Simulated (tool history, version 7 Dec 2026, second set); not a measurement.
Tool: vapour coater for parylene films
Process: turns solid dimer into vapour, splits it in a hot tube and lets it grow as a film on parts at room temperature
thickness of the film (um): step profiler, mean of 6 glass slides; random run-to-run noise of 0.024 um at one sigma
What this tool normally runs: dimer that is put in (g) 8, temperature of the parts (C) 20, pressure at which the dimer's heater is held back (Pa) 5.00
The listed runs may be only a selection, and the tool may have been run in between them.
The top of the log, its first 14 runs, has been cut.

run,hour,dimer that is put in (g),temperature of the parts (C),pressure at which the dimer's heater is held back (Pa),hours of work since the trap's valve was overhauled,hours of work since the table's thermometer was calibrated,thickness of the film (um)
15,285.1,8,20,4.26,257,639,1.46
16,316.0,8,20,4.26,272,653,1.45
17,341.1,8,20,4.26,284,665,1.44
18,368.5,8,20,4.26,297,678,1.44
19,384.4,8,20,4.26,304,686,1.44
20,404.1,8,20,4.26,313,695,1.38
# hour 410.8: trap's valve overhauled
21,439.6,8,17,4.24,14,710,1.51
22,459.2,8,17,4.24,23,719,1.46
23,482.9,8,17,4.24,34,730,1.48
# hour 495.8: trap's valve overhauled, once more
24,503.2,8,13,6.28,4,738,2.01
25,530.0,8,13,6.28,16,750,2.04
26,542.9,4,23,10.45,22,756,0.65
27,572.6,11,13,4.05,36,770,2.78
28,589.3,10,20,7.86,44,778,1.93
29,610.7,8,27,4.23,54,788,1.20
30,636.1,8,20,3.22,66,800,1.59
31,649.4,11,15,6.34,72,806,2.51
32,674.1,12,14,6.34,84,818,2.85
33,690.4,12,14,6.34,92,826,2.85
34,706.3,12,14,6.34,99,833,2.85
35,725.6,12,14,6.34,108,842,2.79
36,752.5,4,22,10.94,121,855,0.71
37,776.4,4,22,10.94,132,866,0.67

Each row is a separate what-if for the run after 37, all from the same tool condition, not one after another. Results?
A,795.9,4,20,2.85,141,875,?
B,795.9,5,24,9.00,141,875,?
C,795.9,10,18,2.09,141,875,?
D,795.9,13,20,10.56,141,875,?
E,795.9,5,24,5.00,141,875,?

run,thickness of the film (um)
A,0.77
B,0.77
C,2.10
D,2.35
E,0.82
What these runs would have given with no unlogged condition in the tool:
run,thickness of the film (um)
A,0.83
B,0.82
C,2.24
D,2.51
E,0.87
